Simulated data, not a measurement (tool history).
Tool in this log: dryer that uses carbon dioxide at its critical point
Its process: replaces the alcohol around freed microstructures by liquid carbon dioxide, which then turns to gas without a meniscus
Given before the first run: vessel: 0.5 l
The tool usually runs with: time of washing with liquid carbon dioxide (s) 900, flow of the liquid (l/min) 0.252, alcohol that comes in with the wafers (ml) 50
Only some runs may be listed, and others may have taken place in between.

run   hour  time of washing with liquid carbon dioxide (s)  flow of the liquid (l/min)  alcohol that comes in with the wafers (ml)  alcohol left in the vessel before it's heated (ppm by volume)
  1    0.0                                             900                       0.252                                          50                                                            194
  2   19.7                                             900                       0.252                                          50                                                            184
  3   41.3                                            1440                       0.252                                          50                                                             86
  4   54.9                                            1440                       0.252                                          50                                                             97
  5   72.6                                            1440                       0.252                                          50                                                             96
  6   90.7                                             900                       0.252                                          50                                                            197
  7  110.1                                             900                       0.252                                          50                                                            203
  8  135.5                                             900                       0.252                                          50                                                            214
  9  152.4                                             900                       0.252                                          68                                                            253
 10  163.1                                             900                       0.252                                          50                                                            224
 11  185.3                                             900                       0.252                                          50                                                            218
 12  206.3                                             900                       0.252                                          32                                                            172
 13  224.8                                             900                       0.252                                          32                                                            171
 14  241.1                                             900                       0.252                                          32                                                            178
 15  263.8                                             900                       0.252                                          32                                                            175
 16  289.6                                             900                       0.252                                          50                                                            233
 17  312.9                                             900                       0.252                                          50                                                            237
 18  333.2                                             900                       0.252                                          50                                                            242
 19  348.7                                             900                       0.252                                          50                                                            239
 20  372.6                                             900                       0.252                                          50                                                            243
 21  396.9                                             900                       0.252                                          50                                                            243
 22  413.4                                             900                       0.406                                          50                                                            122
 23  431.4                                             900                       0.406                                          50                                                            120
 24  456.1                                             900                       0.252                                          50                                                            259
 25  475.8                                             900                       0.392                                          20                                                            137
 26  495.0                                            1260                       0.166                                          53                                                            328
 27  514.5                                            1260                       0.166                                          53                                                            330
 28  528.7                                             960                       0.419                                          53                                                            132
     551.9  -- inlet filter changed
 29  554.4                                             960                       0.419                                          53                                                            139
 30  572.1                                             960                       0.342                                          34                                                            131
 31  594.9                                             960                       0.342                                          34                                                            146
 32  612.2                                             960                       0.342                                          34                                                            147
 33  627.7                                             960                       0.217                                          34                                                            226
 34  649.8                                             960                       0.217                                          34                                                            243
 35  665.6                                             900                       0.171                                          50                                                            845
 36  679.4                                             900                       0.171                                          50                                                            840
 37  691.4                                             840                       0.171                                          50                                                           1146
 38  708.9                                             840                       0.171                                          50                                                           1145
 39  731.5                                             840                       0.171                                          50                                                           1139
 40  756.4                                             780                       0.384                                          74                                                            163
 41  769.8                                             780                       0.384                                          74                                                            177
 42  790.2                                             900                       0.263                                          37                                                            199
 43  808.7                                             900                       0.263                                          37                                                            201
 44  834.1                                             900                       0.170                                          37                                                            725
 45  858.4                                             720                       0.247                                          29                                                            386
 46  883.9                                            1200                       0.323                                          40                                                            164
 47  899.6                                             840                       0.250                                          40                                                            288

4 options for the next run, each taken on its own from the tool as it stands now. Forecast them:
  A  923.1                                             900                       0.413                                          40                                                              ?
  B  923.1                                             840                       0.250                                          27                                                              ?
  C  923.1                                             780                       0.250                                          40                                                              ?
  D  923.1                                             780                       0.252                                          50                                                              ?

run  alcohol left in the vessel before it's heated (ppm by volume)
  A                                                            166
  B                                                            245
  C                                                            351
  D                                                            401
Stripped of hidden state, with their random variation kept, the same runs would have yielded:
run  alcohol left in the vessel before it's heated (ppm by volume)
  A                                                              4
  B                                                             72
  C                                                            160
  D                                                            200
